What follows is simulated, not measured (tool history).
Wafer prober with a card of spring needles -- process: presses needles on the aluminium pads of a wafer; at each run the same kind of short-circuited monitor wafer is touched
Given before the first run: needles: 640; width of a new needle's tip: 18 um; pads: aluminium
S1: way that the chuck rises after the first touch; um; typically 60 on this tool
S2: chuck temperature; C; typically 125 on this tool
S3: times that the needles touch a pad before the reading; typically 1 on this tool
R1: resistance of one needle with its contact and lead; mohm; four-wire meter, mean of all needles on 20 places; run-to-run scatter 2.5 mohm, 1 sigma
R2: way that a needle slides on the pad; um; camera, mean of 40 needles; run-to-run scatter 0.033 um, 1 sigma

run 1 hour=0.0 | S1=60 S2=125 S3=1 | R1=515 R2=15.89
run 2 hour=41.7 | S1=60 S2=125 S3=1 | R1=515 R2=15.78
run 3 hour=103.0 | S1=60 S2=125 S3=1 | R1=515 R2=15.80
run 4 hour=193.2 | S1=60 S2=125 S3=1 | R1=403 R2=15.68
run 5 hour=260.6 | S1=60 S2=125 S3=1 | R1=490 R2=15.98
run 6 hour=331.5 | S1=60 S2=85 S3=1 | R1=298 R2=15.84
run 7 hour=392.0 | S1=60 S2=85 S3=1 | R1=532 R2=15.86
run 8 hour=445.5 | S1=60 S2=125 S3=2 | R1=422 R2=15.78
run 9 hour=531.4 | S1=60 S2=125 S3=2 | R1=421 R2=15.74
run 10 hour=584.9 | S1=60 S2=125 S3=1 | R1=340 R2=15.76
run 11 hour=673.4 | S1=60 S2=125 S3=1 | R1=434 R2=15.96
run 12 hour=740.4 | S1=60 S2=125 S3=1 | R1=455 R2=15.93
run 13 hour=797.1 | S1=60 S2=125 S3=1 | R1=318 R2=15.86
run 14 hour=858.2 | S1=60 S2=125 S3=1 | R1=456 R2=15.82
run 15 hour=945.9 | S1=60 S2=125 S3=1 | R1=522 R2=15.76
run 16 hour=1019.2 | S1=60 S2=125 S3=1 | R1=322 R2=15.96
run 17 hour=1091.5 | S1=60 S2=125 S3=1 | R1=506 R2=15.94
run 18 hour=1131.8 | S1=42 S2=125 S3=1 | R1=734 R2=11.05
run 19 hour=1228.5 | S1=54 S2=96 S3=1 | R1=501 R2=14.38
run 20 hour=1269.3 | S1=55 S2=52 S3=3 | R1=360 R2=14.63
run 21 hour=1336.3 | S1=55 S2=52 S3=3 | R1=333 R2=14.49
run 22 hour=1424.2 | S1=55 S2=52 S3=3 | R1=342 R2=14.49
run 23 hour=1464.4 | S1=55 S2=52 S3=3 | R1=362 R2=14.47
run 24 hour=1539.7 | S1=66 S2=125 S3=1 | R1=297 R2=17.61
run 25 hour=1600.8 | S1=60 S2=125 S3=2 | R1=308 R2=15.91
run 26 hour=1669.6 | S1=60 S2=125 S3=2 | R1=346 R2=15.90
run 27 hour=1758.4 | S1=79 S2=85 S3=2 | R1=329 R2=20.95

Removed from this log: 90 entries logged between the listed runs. Between which two listed runs does each belong, and how does the tool's hidden state at the listed run before it compare with that at the listed run after it?
From run 1 to run 2: tips cleaned on abrasive film (hour 4.6); tips cleaned on abrasive film (hour 26.5)
  debris on the tips, nm: 158.8 -> 155.2; way that the needles fall short of the set height, um: 0.49 -> 0.61; tips' diameter, um: 20.01 -> 20.05
  measured less the result without the state, R1: +222 -> +220 mohm; R2: -0.14 -> -0.16 um
From run 2 to run 3: tips cleaned on abrasive film (hour 46.3); tips cleaned on abrasive film (hour 68.4); tips cleaned on abrasive film (hour 90.0)
  debris on the tips, nm: 155.2 -> 155.8; way that the needles fall short of the set height, um: 0.61 -> 0.79; tips' diameter, um: 20.05 -> 20.12
  measured less the result without the state, R1: +220 -> +221 mohm; R2: -0.16 -> -0.21 um
From run 3 to run 4: tips cleaned on abrasive film (hour 112.0); tips cleaned on abrasive film (hour 133.6); tips cleaned on abrasive film (hour 155.1); tips cleaned on abrasive film (hour 173.0); tips cleaned on abrasive film (hour 190.9)
  debris on the tips, nm: 155.8 -> 77.6; way that the needles fall short of the set height, um: 0.79 -> 1.09; tips' diameter, um: 20.12 -> 20.22
  measured less the result without the state, R1: +221 -> +113 mohm; R2: -0.21 -> -0.29 um
From run 4 to run 5: tips cleaned on abrasive film (hour 210.8); height of the first contact set anew (hour 211.1); tips cleaned on abrasive film (hour 233.5); tips cleaned on abrasive film (hour 251.4)
  debris on the tips, nm: 77.6 -> 141.6; way that the needles fall short of the set height, um: 1.09 -> 0.12; tips' diameter, um: 20.22 -> 20.28
  measured less the result without the state, R1: +113 -> +199 mohm; R2: -0.29 -> -0.04 um
From run 5 to run 6: tips cleaned on abrasive film (hour 272.6); tips cleaned on abrasive film (hour 290.6); tips cleaned on abrasive film (hour 312.5); tips cleaned on abrasive film (hour 331.5)
  debris on the tips, nm: 141.6 -> 12.4; way that the needles fall short of the set height, um: 0.12 -> 0.37; tips' diameter, um: 20.28 -> 20.37
  measured less the result without the state, R1: +199 -> +21 mohm; R2: -0.04 -> -0.10 um
From run 6 to run 7: tips cleaned on abrasive film (hour 353.9); tips cleaned on abrasive film (hour 375.5)
  debris on the tips, nm: 12.4 -> 160.1; way that the needles fall short of the set height, um: 0.37 -> 0.49; tips' diameter, um: 20.37 -> 20.42
  measured less the result without the state, R1: +21 -> +250 mohm; R2: -0.10 -> -0.13 um
From run 7 to run 8: tips cleaned on abrasive film (hour 396.5); tips cleaned on abrasive film (hour 418.3); tips cleaned on abrasive film (hour 436.2)
  debris on the tips, nm: 160.1 -> 145.4; way that the needles fall short of the set height, um: 0.49 -> 0.66; tips' diameter, um: 20.42 -> 20.47
  measured less the result without the state, R1: +250 -> +129 mohm; R2: -0.13 -> -0.18 um
From run 8 to run 9: tips cleaned on abrasive film (hour 454.5); tips cleaned on abrasive film (hour 475.6); tips cleaned on abrasive film (hour 496.3); tips cleaned on abrasive film (hour 518.7)
  debris on the tips, nm: 145.4 -> 145.1; way that the needles fall short of the set height, um: 0.66 -> 0.84; tips' diameter, um: 20.47 -> 20.54
  measured less the result without the state, R1: +129 -> +129 mohm; R2: -0.18 -> -0.22 um
From run 9 to run 10: tips cleaned on abrasive film (hour 540.5); tips cleaned on abrasive film (hour 562.8); tips cleaned on abrasive film (hour 584.5)
  debris on the tips, nm: 145.1 -> 29.9; way that the needles fall short of the set height, um: 0.84 -> 1; tips' diameter, um: 20.54 -> 20.59
  measured less the result without the state, R1: +129 -> +47 mohm; R2: -0.22 -> -0.26 um
From run 10 to run 11: height of the first contact set anew (hour 589.7); tips cleaned on abrasive film (hour 607.0); tips cleaned on abrasive film (hour 629.4); tips cleaned on abrasive film (hour 647.3); tips cleaned on abrasive film (hour 669.4)
  debris on the tips, nm: 29.9 -> 95.8; way that the needles fall short of the set height, um: 1 -> 0.23; tips' diameter, um: 20.59 -> 20.68
  measured less the result without the state, R1: +47 -> +141 mohm; R2: -0.26 -> -0.06 um
From run 11 to run 12: tips cleaned on abrasive film (hour 691.0); tips cleaned on abrasive film (hour 713.4); tips cleaned on abrasive film (hour 735.5)
  debris on the tips, nm: 95.8 -> 108.9; way that the needles fall short of the set height, um: 0.23 -> 0.4; tips' diameter, um: 20.68 -> 20.73
  measured less the result without the state, R1: +141 -> +162 mohm; R2: -0.06 -> -0.11 um
From run 12 to run 13: tips cleaned on abrasive film (hour 753.6); tips cleaned on abrasive film (hour 776.0); tips cleaned on abrasive film (hour 797.1)
  debris on the tips, nm: 108.9 -> 15.1; way that the needles fall short of the set height, um: 0.4 -> 0.55; tips' diameter, um: 20.73 -> 20.79
  measured less the result without the state, R1: +162 -> +25 mohm; R2: -0.11 -> -0.15 um
From run 13 to run 14: tips cleaned on abrasive film (hour 815.0); tips cleaned on abrasive film (hour 835.8); tips cleaned on abrasive film (hour 853.8)
  debris on the tips, nm: 15.1 -> 106.5; way that the needles fall short of the set height, um: 0.55 -> 0.69; tips' diameter, um: 20.79 -> 20.84
  measured less the result without the state, R1: +25 -> +162 mohm; R2: -0.15 -> -0.18 um
From run 14 to run 15: tips cleaned on abrasive film (hour 876.0); tips cleaned on abrasive film (hour 893.9); tips cleaned on abrasive film (hour 911.9); tips cleaned on abrasive film (hour 933.3)
  debris on the tips, nm: 106.5 -> 152.2; way that the needles fall short of the set height, um: 0.69 -> 0.92; tips' diameter, um: 20.84 -> 20.92
  measured less the result without the state, R1: +162 -> +231 mohm; R2: -0.18 -> -0.25 um
From run 15 to run 16: tips cleaned on abrasive film (hour 954.6); height of the first contact set anew (hour 968.2); tips cleaned on abrasive film (hour 976.6); tips cleaned on abrasive film (hour 999.0); tips cleaned on abrasive film (hour 1019.2)
  debris on the tips, nm: 152.2 -> 15.8; way that the needles fall short of the set height, um: 0.92 -> 0.2; tips' diameter, um: 20.92 -> 21.01
  measured less the result without the state, R1: +231 -> +26 mohm; R2: -0.25 -> -0.05 um
From run 16 to run 17: tips cleaned on abrasive film (hour 1037.1); tips cleaned on abrasive film (hour 1058.9); tips cleaned on abrasive film (hour 1080.4)
  debris on the tips, nm: 15.8 -> 143.8; way that the needles fall short of the set height, um: 0.2 -> 0.37; tips' diameter, um: 21.01 -> 21.07
  measured less the result without the state, R1: +26 -> +217 mohm; R2: -0.05 -> -0.09 um
From run 17 to run 18: tips cleaned on abrasive film (hour 1100.5); tips cleaned on abrasive film (hour 1121.9)
  debris on the tips, nm: 143.8 -> 143.5; way that the needles fall short of the set height, um: 0.37 -> 0.48; tips' diameter, um: 21.07 -> 21.11
  measured less the result without the state, R1: +217 -> +433 mohm; R2: -0.09 -> -0.13 um
From run 18 to run 19: tips cleaned on abrasive film (hour 1140.8); card fitted with new needles (hour 1152.8); tips cleaned on abrasive film (hour 1175.0); tips cleaned on abrasive film (hour 1196.8); tips cleaned on abrasive film (hour 1218.7)
  debris on the tips, nm: 143.5 -> 145.3; way that the needles fall short of the set height, um: 0.48 -> 0.16; tips' diameter, um: 21.11 -> 18.05
  measured less the result without the state, R1: +433 -> +214 mohm; R2: -0.13 -> -0.04 um
From run 19 to run 20: tips cleaned on abrasive film (hour 1237.5); tips cleaned on abrasive film (hour 1255.4)
  debris on the tips, nm: 145.3 -> 153.6; way that the needles fall short of the set height, um: 0.16 -> 0.29; tips' diameter, um: 18.05 -> 18.1
  measured less the result without the state, R1: +214 -> +86 mohm; R2: -0.04 -> -0.08 um
From run 20 to run 21: tips cleaned on abrasive film (hour 1273.7); tips cleaned on abrasive film (hour 1291.7); tips cleaned on abrasive film (hour 1314.0); tips cleaned on abrasive film (hour 1332.0)
  debris on the tips, nm: 153.6 -> 104.4; way that the needles fall short of the set height, um: 0.29 -> 0.55; tips' diameter, um: 18.1 -> 18.19
  measured less the result without the state, R1: +86 -> +59 mohm; R2: -0.08 -> -0.15 um
From run 21 to run 22: tips cleaned on abrasive film (hour 1353.4); tips cleaned on abrasive film (hour 1371.3); tips cleaned on abrasive film (hour 1393.3); tips cleaned on abrasive film (hour 1415.3)
  debris on the tips, nm: 104.4 -> 126.1; way that the needles fall short of the set height, um: 0.55 -> 0.8; tips' diameter, um: 18.19 -> 18.28
  measured less the result without the state, R1: +59 -> +72 mohm; R2: -0.15 -> -0.21 um
From run 22 to run 23: tips cleaned on abrasive film (hour 1435.0); tips cleaned on abrasive film (hour 1452.9)
  debris on the tips, nm: 126.1 -> 145.8; way that the needles fall short of the set height, um: 0.8 -> 0.9; tips' diameter, um: 18.28 -> 18.31
  measured less the result without the state, R1: +72 -> +86 mohm; R2: -0.21 -> -0.24 um
From run 23 to run 24: tips cleaned on abrasive film (hour 1473.1); tips cleaned on abrasive film (hour 1495.5); tips cleaned on abrasive film (hour 1517.9); height of the first contact set anew (hour 1531.5); tips cleaned on abrasive film (hour 1539.7)
  debris on the tips, nm: 145.8 -> 6.9; way that the needles fall short of the set height, um: 0.9 -> 0.07; tips' diameter, um: 18.31 -> 18.4
  measured less the result without the state, R1: +86 -> +7 mohm; R2: -0.24 -> -0.02 um
From run 24 to run 25: tips cleaned on abrasive film (hour 1562.0); tips cleaned on abrasive film (hour 1579.9); tips cleaned on abrasive film (hour 1600.8)
  debris on the tips, nm: 6.9 -> 16.9; way that the needles fall short of the set height, um: 0.07 -> 0.24; tips' diameter, um: 18.4 -> 18.45
  measured less the result without the state, R1: +7 -> +13 mohm; R2: -0.02 -> -0.06 um
From run 25 to run 26: tips cleaned on abrasive film (hour 1622.4); tips cleaned on abrasive film (hour 1644.8); tips cleaned on abrasive film (hour 1667.2)
  debris on the tips, nm: 16.9 -> 74.8; way that the needles fall short of the set height, um: 0.24 -> 0.42; tips' diameter, um: 18.45 -> 18.52
  measured less the result without the state, R1: +13 -> +55 mohm; R2: -0.06 -> -0.11 um
From run 26 to run 27: tips cleaned on abrasive film (hour 1687.1); tips cleaned on abrasive film (hour 1709.5); tips cleaned on abrasive film (hour 1731.2); tips cleaned on abrasive film (hour 1753.0)
  debris on the tips, nm: 74.8 -> 103.4; way that the needles fall short of the set height, um: 0.42 -> 0.63; tips' diameter, um: 18.52 -> 18.59
  measured less the result without the state, R1: +55 -> +51 mohm; R2: -0.11 -> -0.17 um

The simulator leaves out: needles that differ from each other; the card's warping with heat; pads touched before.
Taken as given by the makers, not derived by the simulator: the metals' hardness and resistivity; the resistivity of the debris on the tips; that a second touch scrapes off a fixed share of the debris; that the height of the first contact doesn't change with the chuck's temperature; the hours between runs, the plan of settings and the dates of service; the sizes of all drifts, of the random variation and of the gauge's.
